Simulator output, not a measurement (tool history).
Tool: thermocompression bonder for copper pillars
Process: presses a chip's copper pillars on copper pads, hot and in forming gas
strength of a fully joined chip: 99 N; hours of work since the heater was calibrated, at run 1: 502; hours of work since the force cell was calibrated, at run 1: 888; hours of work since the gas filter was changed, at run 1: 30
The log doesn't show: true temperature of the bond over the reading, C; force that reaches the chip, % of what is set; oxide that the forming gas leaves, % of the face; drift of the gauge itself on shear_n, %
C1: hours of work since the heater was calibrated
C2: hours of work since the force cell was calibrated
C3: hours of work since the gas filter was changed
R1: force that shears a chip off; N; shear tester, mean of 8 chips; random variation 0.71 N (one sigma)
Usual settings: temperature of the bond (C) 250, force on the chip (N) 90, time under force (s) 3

run 1 hour=0 | temperature_of_the_bond_(C)=250 force_on_the_chip_(N)=90 time_under_force_(s)=3 | C1=502 C2=888 C3=30 | R1=40.9
-- hour=78.3 heater calibrated with a thermocouple chip
run 2 hour=84.5 | temperature_of_the_bond_(C)=250 force_on_the_chip_(N)=90 time_under_force_(s)=3 | C1=4 C2=945 C3=88 | R1=50.4
run 3 hour=147 | temperature_of_the_bond_(C)=250 force_on_the_chip_(N)=90 time_under_force_(s)=3 | C1=48 C2=989 C3=131 | R1=47.6
-- hour=206 forming gas filter changed
run 4 hour=218.4 | temperature_of_the_bond_(C)=245 force_on_the_chip_(N)=90 time_under_force_(s)=3 | C1=97 C2=1038 C3=9 | R1=46.7
run 5 hour=297.5 | temperature_of_the_bond_(C)=223 force_on_the_chip_(N)=90 time_under_force_(s)=3 | C1=152 C2=1093 C3=64 | R1=28.5
run 6 hour=355.7 | temperature_of_the_bond_(C)=223 force_on_the_chip_(N)=90 time_under_force_(s)=3 | C1=193 C2=1134 C3=104 | R1=27.4
run 7 hour=412.2 | temperature_of_the_bond_(C)=223 force_on_the_chip_(N)=90 time_under_force_(s)=3 | C1=232 C2=1173 C3=144 | R1=26.3
-- hour=457.5 forming gas filter changed
run 8 hour=474.6 | temperature_of_the_bond_(C)=223 force_on_the_chip_(N)=90 time_under_force_(s)=3 | C1=276 C2=1216 C3=12 | R1=28.1
run 9 hour=562.3 | temperature_of_the_bond_(C)=223 force_on_the_chip_(N)=90 time_under_force_(s)=3 | C1=337 C2=1277 C3=73 | R1=27.3
run 10 hour=606.7 | temperature_of_the_bond_(C)=223 force_on_the_chip_(N)=90 time_under_force_(s)=3 | C1=368 C2=1308 C3=104 | R1=25.5
run 11 hour=643.9 | temperature_of_the_bond_(C)=223 force_on_the_chip_(N)=90 time_under_force_(s)=3 | C1=394 C2=1334 C3=130 | R1=25.4
-- hour=705.4 forming gas filter changed
run 12 hour=717.7 | temperature_of_the_bond_(C)=223 force_on_the_chip_(N)=90 time_under_force_(s)=3 | C1=445 C2=1385 C3=9 | R1=25.7
run 13 hour=803.6 | temperature_of_the_bond_(C)=250 force_on_the_chip_(N)=90 time_under_force_(s)=3 | C1=504 C2=1445 C3=68 | R1=41.5
run 14 hour=850.6 | temperature_of_the_bond_(C)=250 force_on_the_chip_(N)=90 time_under_force_(s)=3 | C1=537 C2=1478 C3=101 | R1=40.3
-- hour=876.5 heater calibrated with a thermocouple chip
run 15 hour=903 | temperature_of_the_bond_(C)=250 force_on_the_chip_(N)=90 time_under_force_(s)=3 | C1=18 C2=1513 C3=136 | R1=47.3
-- hour=954.6 forming gas filter changed
run 16 hour=985.7 | temperature_of_the_bond_(C)=250 force_on_the_chip_(N)=90 time_under_force_(s)=3 | C1=76 C2=1570 C3=22 | R1=49.6
run 17 hour=1030.7 | temperature_of_the_bond_(C)=250 force_on_the_chip_(N)=90 time_under_force_(s)=3 | C1=107 C2=1602 C3=53 | R1=47.9
run 18 hour=1104.5 | temperature_of_the_bond_(C)=250 force_on_the_chip_(N)=90 time_under_force_(s)=3 | C1=159 C2=1653 C3=104 | R1=46
run 19 hour=1158.2 | temperature_of_the_bond_(C)=250 force_on_the_chip_(N)=91 time_under_force_(s)=3 | C1=196 C2=1691 C3=142 | R1=45
-- hour=1205.9 forming gas filter changed
run 20 hour=1247.6 | temperature_of_the_bond_(C)=250 force_on_the_chip_(N)=91 time_under_force_(s)=3 | C1=258 C2=1753 C3=29 | R1=46.9
run 21 hour=1302.3 | temperature_of_the_bond_(C)=250 force_on_the_chip_(N)=91 time_under_force_(s)=8 | C1=296 C2=1791 C3=67 | R1=62.5
run 22 hour=1344.7 | temperature_of_the_bond_(C)=235 force_on_the_chip_(N)=90 time_under_force_(s)=3 | C1=326 C2=1820 C3=97 | R1=32.9
run 23 hour=1405.3 | temperature_of_the_bond_(C)=239 force_on_the_chip_(N)=63 time_under_force_(s)=3 | C1=368 C2=1862 C3=139 | R1=29.2
-- hour=1456.5 forming gas filter changed
-- hour=1475.2 force cell calibrated
run 24 hour=1496 | temperature_of_the_bond_(C)=239 force_on_the_chip_(N)=63 time_under_force_(s)=3 | C1=430 C2=14 C3=26 | R1=28
run 25 hour=1573.1 | temperature_of_the_bond_(C)=232 force_on_the_chip_(N)=113 time_under_force_(s)=5 | C1=483 C2=68 C3=80 | R1=37.8
run 26 hour=1639.4 | temperature_of_the_bond_(C)=250 force_on_the_chip_(N)=62 time_under_force_(s)=4 | C1=530 C2=114 C3=126 | R1=34.8
-- hour=1677.5 heater calibrated with a thermocouple chip
run 27 hour=1696.3 | temperature_of_the_bond_(C)=250 force_on_the_chip_(N)=62 time_under_force_(s)=4 | C1=13 C2=153 C3=165 | R1=42.1
-- hour=1707.7 forming gas filter changed
run 28 hour=1736.1 | temperature_of_the_bond_(C)=233 force_on_the_chip_(N)=89 time_under_force_(s)=3 | C1=41 C2=180 C3=20 | R1=35.9
run 29 hour=1774.1 | temperature_of_the_bond_(C)=252 force_on_the_chip_(N)=89 time_under_force_(s)=3 | C1=67 C2=207 C3=46 | R1=49.4
run 30 hour=1816.4 | temperature_of_the_bond_(C)=252 force_on_the_chip_(N)=89 time_under_force_(s)=3 | C1=96 C2=236 C3=76 | R1=49
run 31 hour=1883.5 | temperature_of_the_bond_(C)=252 force_on_the_chip_(N)=89 time_under_force_(s)=3 | C1=143 C2=283 C3=123 | R1=46.9
-- hour=1956.2 forming gas filter changed
run 32 hour=1971.4 | temperature_of_the_bond_(C)=250 force_on_the_chip_(N)=65 time_under_force_(s)=3 | C1=204 C2=344 C3=11 | R1=38.8
run 33 hour=2033.9 | temperature_of_the_bond_(C)=250 force_on_the_chip_(N)=84 time_under_force_(s)=7 | C1=248 C2=387 C3=54 | R1=57.1
run 34 hour=2096.8 | temperature_of_the_bond_(C)=250 force_on_the_chip_(N)=84 time_under_force_(s)=7 | C1=292 C2=431 C3=98 | R1=55.4
run 35 hour=2164 | temperature_of_the_bond_(C)=273 force_on_the_chip_(N)=54 time_under_force_(s)=3 | C1=338 C2=478 C3=145 | R1=45.4
-- hour=2207.5 forming gas filter changed
run 36 hour=2207.5 | temperature_of_the_bond_(C)=273 force_on_the_chip_(N)=68 time_under_force_(s)=2 | C1=368 C2=508 C3=0 | R1=47.2
run 37 hour=2291 | temperature_of_the_bond_(C)=273 force_on_the_chip_(N)=68 time_under_force_(s)=2 | C1=427 C2=566 C3=58 | R1=44.9
run 38 hour=2358.8 | temperature_of_the_bond_(C)=252 force_on_the_chip_(N)=74 time_under_force_(s)=8 | C1=474 C2=613 C3=105 | R1=51.8
run 39 hour=2397.6 | temperature_of_the_bond_(C)=275 force_on_the_chip_(N)=101 time_under_force_(s)=5 | C1=501 C2=640 C3=132 | R1=66.7

3 ways to go on from here, each from the tool as it stands after run 39. What would each give?
-- hour=2454.6 forming gas filter changed
-- hour=2476.9 heater calibrated with a thermocouple chip
run A hour=2486.4 | temperature_of_the_bond_(C)=250 force_on_the_chip_(N)=134 time_under_force_(s)=3 | C1=7 C2=701 C3=21 | R1=?
-- hour=2454.6 forming gas filter changed
-- hour=2476.9 heater calibrated with a thermocouple chip
run B hour=2486.4 | temperature_of_the_bond_(C)=257 force_on_the_chip_(N)=99 time_under_force_(s)=4 | C1=7 C2=701 C3=21 | R1=?
-- hour=2454.6 forming gas filter changed
-- hour=2476.9 heater calibrated with a thermocouple chip
run C hour=2486.4 | temperature_of_the_bond_(C)=275 force_on_the_chip_(N)=101 time_under_force_(s)=9 | C1=7 C2=701 C3=21 | R1=?

run=A R1=59.2
run=B R1=61.7
run=C R1=88.9
Without the tool's hidden state the same runs would have given:
run=A R1=59.7
run=B R1=62.2
run=C R1=89.9
